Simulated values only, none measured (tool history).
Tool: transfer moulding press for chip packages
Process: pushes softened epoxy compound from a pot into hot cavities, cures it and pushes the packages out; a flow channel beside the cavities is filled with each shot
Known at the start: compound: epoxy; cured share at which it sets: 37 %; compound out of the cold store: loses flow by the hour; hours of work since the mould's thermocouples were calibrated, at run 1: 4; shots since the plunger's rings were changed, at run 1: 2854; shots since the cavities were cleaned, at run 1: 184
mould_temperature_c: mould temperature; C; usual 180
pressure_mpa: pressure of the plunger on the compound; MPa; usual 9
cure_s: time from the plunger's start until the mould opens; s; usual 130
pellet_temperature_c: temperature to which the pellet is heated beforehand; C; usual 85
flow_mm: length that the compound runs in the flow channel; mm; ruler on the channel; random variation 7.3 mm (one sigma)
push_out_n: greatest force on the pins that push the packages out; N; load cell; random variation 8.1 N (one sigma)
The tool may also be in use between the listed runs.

run,hour,mould_temperature_c,pressure_mpa,cure_s,pellet_temperature_c,hours of work since the mould's thermocouples were calibrated,shots since the plunger's rings were changed,shots since the cavities were cleaned,incoming compound's hours out of the cold store,flow_mm,push_out_n
1,0,180,9,130,85,4,2854,184,21.2,852,511
# hour 31.9: cavities cleaned with cleaning compound and waxed
2,31.9,180,9,131,85,25,3188,0,10,881,370
# hour 79.7: cavities cleaned with cleaning compound and waxed
3,79.7,180,9,148,85,58,3699,0,27.7,803,318
4,114.6,180,9,148,85,83,4084,385,23.5,815,553
# hour 126: cavities cleaned with cleaning compound and waxed
5,168.9,180,9,130,85,120,4664,472,23.8,800,647
# hour 174: cavities cleaned with cleaning compound and waxed
6,211.9,180,9,130,87,149,5121,417,34.7,748,612
# hour 221.1: cavities cleaned with cleaning compound and waxed
7,251.7,173,9,130,85,176,5544,337,13.3,857,982
# hour 268.4: cavities cleaned with cleaning compound and waxed
8,287.4,180,9,130,78,200,5920,209,45.1,712,525
# hour 315: cavities cleaned with cleaning compound and waxed
9,315,180,9,130,85,219,6207,0,16.8,808,356
# hour 324.4: plunger's sealing rings changed
10,349.3,180,9,130,85,241,274,351,41.1,817,610
# hour 366: cavities cleaned with cleaning compound and waxed
11,394.5,180,9,161,89,272,755,314,25.2,867,513
# hour 413.2: cavities cleaned with cleaning compound and waxed
12,439,176,8.15,155,85,302,1228,283,24.2,832,567
# hour 460.9: cavities cleaned with cleaning compound and waxed
# hour 475.2: mould's thermocouples calibrated
13,483,182,9,165,89,5,1674,221,20,864,468
# hour 511.4: cavities cleaned with cleaning compound and waxed
14,526,180,7.13,130,79,35,2132,162,36.6,700,506
15,554,181,7.13,149,79,54,2440,470,26.9,729,580
# hour 559.8: cavities cleaned with cleaning compound and waxed
16,598.4,181,7.13,149,79,85,2912,425,33.2,707,573
# hour 606.9: cavities cleaned with cleaning compound and waxed
17,630.5,174,9.38,130,87,106,3249,260,25.2,868,842
# hour 654.9: cavities cleaned with cleaning compound and waxed
18,671.1,174,9.38,130,87,134,3679,177,34.2,817,730
19,698.3,173,9.38,130,77,153,3979,477,38.2,814,984
# hour 704.7: cavities cleaned with cleaning compound and waxed
# hour 750.6: cavities cleaned with cleaning compound and waxed
20,754.4,173,9.38,111,77,190,4564,42,36.2,803,856

Forecast each of these 5 alternatives for the next run:
# hour 798.3: cavities cleaned with cleaning compound and waxed
A,803.1,173,9.38,132,87,224,5083,52,32.2,?,?
# hour 798.3: cavities cleaned with cleaning compound and waxed
B,803.1,178,9.03,156,85,224,5083,52,26.6,?,?
# hour 798.3: cavities cleaned with cleaning compound and waxed
C,803.1,181,9,149,92,224,5083,52,47.4,?,?
# hour 798.3: cavities cleaned with cleaning compound and waxed
D,803.1,173,10.22,111,76,224,5083,52,35.9,?,?
# hour 798.3: cavities cleaned with cleaning compound and waxed
E,803.1,179,9.38,111,77,224,5083,52,45.5,?,?

run,flow_mm,push_out_n
A,805,604
B,800,370
C,714,363
D,825,897
E,740,574
Without the tool's hidden state the same runs would have given:
run,flow_mm,push_out_n
A,890,509
B,884,318
C,789,314
D,913,756
E,819,486
